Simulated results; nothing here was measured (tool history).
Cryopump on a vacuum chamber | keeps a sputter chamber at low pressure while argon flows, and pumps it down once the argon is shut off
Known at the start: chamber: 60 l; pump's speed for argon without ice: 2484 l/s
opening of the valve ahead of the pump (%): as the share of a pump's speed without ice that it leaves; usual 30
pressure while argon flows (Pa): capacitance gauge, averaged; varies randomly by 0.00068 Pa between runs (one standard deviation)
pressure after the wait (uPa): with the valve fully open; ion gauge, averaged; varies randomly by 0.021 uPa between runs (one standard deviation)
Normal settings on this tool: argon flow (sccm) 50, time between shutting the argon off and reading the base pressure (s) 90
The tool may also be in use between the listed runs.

run	hour	argon flow (sccm)	time between shutting the argon off and reading the base pressure (s)	opening of the valve ahead of the pump (%)	pressure while argon flows (Pa)	pressure after the wait (uPa)
1	0	50	90	30	0.1198	1.08
2	10.8	50	90	25	0.1409	1.09
3	35.1	50	90	25	0.1417	1.1
4	46.6	50	90	25	0.1415	1.06
5	57.2	50	90	30	0.1198	1.11
6	67.8	50	90	30	0.1201	1.1
7	88.9	50	90	30	0.1197	1.11
8	111.7	32	90	30	0.0763	1.13
9	134.9	32	90	15	0.1514	1.11
10	158.8	50	90	18	0.1965	1.18
11	178.1	50	90	18	0.1956	1.16
12	193.4	50	90	18	0.1943	1.12
13	214.3	50	71	30	0.1195	1.25
14	227.6	50	90	30	0.1208	1.18
15	239	50	90	30	0.1224	1.17
16	257.3	50	90	30	0.1222	1.19
17	274.5	50	141	30	0.1206	1.13
18	292.9	50	141	30	0.1222	1.14
19	303.4	50	141	30	0.1215	1.11
20	318.2	50	141	30	0.1216	1.17
21	339.6	50	141	30	0.1226	1.16
22	357.5	50	141	30	0.1213	1.17
23	373	50	141	30	0.1223	1.14
24	391.6	21	212	26	0.0584	1.1
25	413.1	21	212	26	0.0597	1.17
26	433	25	217	24	0.0754	1.15
27	455.7	25	217	24	0.0752	1.12
28	466.4	34	65	23	0.1068	1.39
29	477.3	45	90	26	0.1265	1.33
30	489.3	84	86	30	0.208	1.3
31	512.4	92	90	40	0.1747	1.31
32	534.2	92	90	40	0.1748	1.33

Below are 5 alternative next runs, each starting from the tool's condition after run 32. Predict each:
A	544.8	55	104	16	?	?
B	544.8	26	212	29	?	?
C	544.8	38	90	20	?	?
D	544.8	40	90	40	?	?
E	544.8	50	53	24	?	?

run	pressure while argon flows (Pa)	pressure after the wait (uPa)
A	0.2451	1.33
B	0.0665	1.23
C	0.1373	1.3
D	0.0759	1.36
E	0.1534	1.52
Without the tool's unlogged condition, the same runs would have read:
run	pressure while argon flows (Pa)	pressure after the wait (uPa)
A	0.2337	0.35
B	0.0611	0.23
C	0.1294	0.34
D	0.0677	0.37
E	0.1431	0.52

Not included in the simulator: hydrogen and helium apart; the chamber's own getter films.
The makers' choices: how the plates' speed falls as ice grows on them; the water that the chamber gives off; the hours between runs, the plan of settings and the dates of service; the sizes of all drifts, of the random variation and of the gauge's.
